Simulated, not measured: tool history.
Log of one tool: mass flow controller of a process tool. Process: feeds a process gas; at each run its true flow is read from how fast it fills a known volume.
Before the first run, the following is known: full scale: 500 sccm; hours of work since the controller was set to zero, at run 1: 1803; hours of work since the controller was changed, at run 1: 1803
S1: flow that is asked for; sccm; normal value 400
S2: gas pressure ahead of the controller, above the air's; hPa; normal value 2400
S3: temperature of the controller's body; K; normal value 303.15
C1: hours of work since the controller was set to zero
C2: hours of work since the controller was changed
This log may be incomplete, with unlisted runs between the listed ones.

Run 1, day 0.000: usual settings; C1 1803; C2 1803. Result: true flow (%) 98.73.
Run 2, day 3.525: usual settings but S1 158 sccm; C1 1836; C2 1836. Result: true flow (%) 97.58.
Run 3, day 7.388: usual settings but S1 158 sccm; C1 1872; C2 1872. Result: true flow (%) 97.59.
Run 4, day 15.142: usual settings; C1 1943; C2 1943. Result: true flow (%) 98.80.
Run 5, day 19.462: usual settings; C1 1984; C2 1984. Result: true flow (%) 98.73.
Run 6, day 24.988: usual settings; C1 2035; C2 2035. Result: true flow (%) 98.77.
Run 7, day 32.038: usual settings; C1 2100; C2 2100. Result: true flow (%) 98.79.
Run 8, day 38.833: usual settings; C1 2163; C2 2163. Result: true flow (%) 98.72.
Run 9, day 42.817: usual settings; C1 2200; C2 2200. Result: true flow (%) 98.80.
Run 10, day 48.875: usual settings; C1 2256; C2 2256. Result: true flow (%) 98.84.
Run 11, day 56.292: usual settings but S3 296.15 K; C1 2325; C2 2325. Result: true flow (%) 99.63.
Run 12, day 59.458: usual settings; C1 2355; C2 2355. Result: true flow (%) 98.71.
Run 13, day 64.533: usual settings but S1 215 sccm; C1 2402; C2 2402. Result: true flow (%) 98.05.
Run 14, day 71.900: usual settings but S1 215 sccm; C1 2470; C2 2470. Result: true flow (%) 98.05.
Run 15, day 78.133: usual settings but S1 215 sccm; C1 2528; C2 2528. Result: true flow (%) 97.98.
Run 16, day 83.233: usual settings but S1 280 sccm; C1 2575; C2 2575. Result: true flow (%) 98.39.
Run 17, day 89.108: usual settings but S3 300.15 K; C1 2630; C2 2630. Result: true flow (%) 99.22.
Run 18, day 95.650: usual settings but S3 300.15 K; C1 2690; C2 2690. Result: true flow (%) 99.28.
Run 19, day 103.029: usual settings; C1 2759; C2 2759. Result: true flow (%) 98.79.
Run 20, day 110.129: usual settings; C1 2825; C2 2825. Result: true flow (%) 98.97.
Run 21, day 116.004: usual settings; C1 2879; C2 2879. Result: true flow (%) 98.99.
Run 22, day 123.304: usual settings; C1 2947; C2 2947. Result: true flow (%) 98.98.
Run 23, day 128.733: usual settings; C1 2997; C2 2997. Result: true flow (%) 99.07.
Run 24, day 134.529: usual settings; C1 3051; C2 3051. Result: true flow (%) 98.95.
Run 25, day 138.879: usual settings; C1 3091; C2 3091. Result: true flow (%) 98.90.
Run 26, day 142.608: usual settings; C1 3126; C2 3126. Result: true flow (%) 98.95.
Run 27, day 146.750: usual settings but S1 101 sccm; C1 3165; C2 3165. Result: true flow (%) 98.30.
Run 28, day 151.217: usual settings but S1 62 sccm, S2 2660 hPa; C1 3206; C2 3206. Result: true flow (%) 98.68.
Run 29, day 156.192: usual settings but S1 85 sccm, S2 2120 hPa, S3 308.15 K; C1 3252; C2 3252. Result: true flow (%) 98.08.
Run 30, day 161.338: usual settings but S1 85 sccm, S2 1410 hPa, S3 298.15 K; C1 3300; C2 3300. Result: true flow (%) 99.64.
Run 31, day 168.308: usual settings but S1 160 sccm, S2 1470 hPa, S3 296.15 K; C1 3365; C2 3365. Result: true flow (%) 99.64.
Run 32, day 172.175: usual settings but S2 2550 hPa; C1 3400; C2 3400. Result: true flow (%) 99.03.
Run 33, day 176.058: usual settings but S2 2480 hPa, S3 294.15 K; C1 3436; C2 3436. Result: true flow (%) 100.09.
Run 34, day 179.504: usual settings but S1 259 sccm, S3 302.15 K; C1 3468; C2 3468. Result: true flow (%) 98.51.
Run 35, day 184.388: usual settings but S1 259 sccm, S3 302.15 K; C1 3514; C2 3514. Result: true flow (%) 98.58.
Run 36, day 192.129: usual settings but S1 259 sccm, S3 302.15 K; C1 3586; C2 3586. Result: true flow (%) 98.55.
Run 37, day 195.358: usual settings but S1 213 sccm, S2 1430 hPa, S3 298.15 K; C1 3615; C2 3615. Result: true flow (%) 99.52.
Run 38, day 198.921: usual settings but S1 213 sccm, S2 1850 hPa, S3 294.15 K; C1 3649; C2 3649. Result: true flow (%) 99.69.
Run 39, day 206.483: usual settings but S1 118 sccm, S2 2080 hPa, S3 297.15 K; C1 3719; C2 3719. Result: true flow (%) 99.19.
Run 40, day 211.196: usual settings but S1 258 sccm, S2 2410 hPa, S3 313.15 K; C1 3762; C2 3762. Result: true flow (%) 97.28.
Run 41, day 214.925: usual settings but S1 258 sccm, S2 2410 hPa, S3 313.15 K; C1 3797; C2 3797. Result: true flow (%) 97.36.
Run 42, day 221.158: usual settings but S2 1790 hPa; C1 3855; C2 3855. Result: true flow (%) 99.49.
Run 43, day 225.042: usual settings but S2 1790 hPa; C1 3891; C2 3891. Result: true flow (%) 99.55.
Run 44, day 229.096: usual settings but S2 1600 hPa, S3 298.15 K; C1 3928; C2 3928. Result: true flow (%) 100.22.
Run 45, day 233.154: usual settings but S1 62 sccm, S3 306.15 K; C1 3966; C2 3966. Result: true flow (%) 99.14.
Run 46, day 238.671: usual settings but S1 63 sccm, S2 2410 hPa, S3 307.15 K; C1 4017; C2 4017. Result: true flow (%) 99.04.
Run 47, day 242.950: usual settings but S1 75 sccm, S2 2320 hPa, S3 294.15 K; C1 4057; C2 4057. Result: true flow (%) 100.14.
Run 48, day 247.908: usual settings but S1 63 sccm, S2 2110 hPa, S3 312.15 K; C1 4103; C2 4103. Result: true flow (%) 98.71.
Run 49, day 254.642: usual settings but S1 201 sccm, S2 2000 hPa, S3 311.15 K; C1 4165; C2 4165. Result: true flow (%) 97.87.

Consider 3 possible next runs. They are alternatives, not a sequence: every one starts from the tool as it was left by run 49. What does each give?
Run A, day 259.362: usual settings but S2 1590 hPa; C1 4209; C2 4209. Result: true flow (%) ?.
Run B, day 259.362: usual settings but S1 130 sccm, S2 2000 hPa, S3 298.15 K; C1 4209; C2 4209. Result: true flow (%) ?.
Run C, day 259.362: usual settings but S1 201 sccm, S2 2440 hPa, S3 310.15 K; C1 4209; C2 4209. Result: true flow (%) ?.

run  true flow (%)
  A          99.66
  B          99.36
  C          97.68
Without the tool's hidden state the same runs would have given:
run  true flow (%)
  A          99.08
  B          97.86
  C          96.67
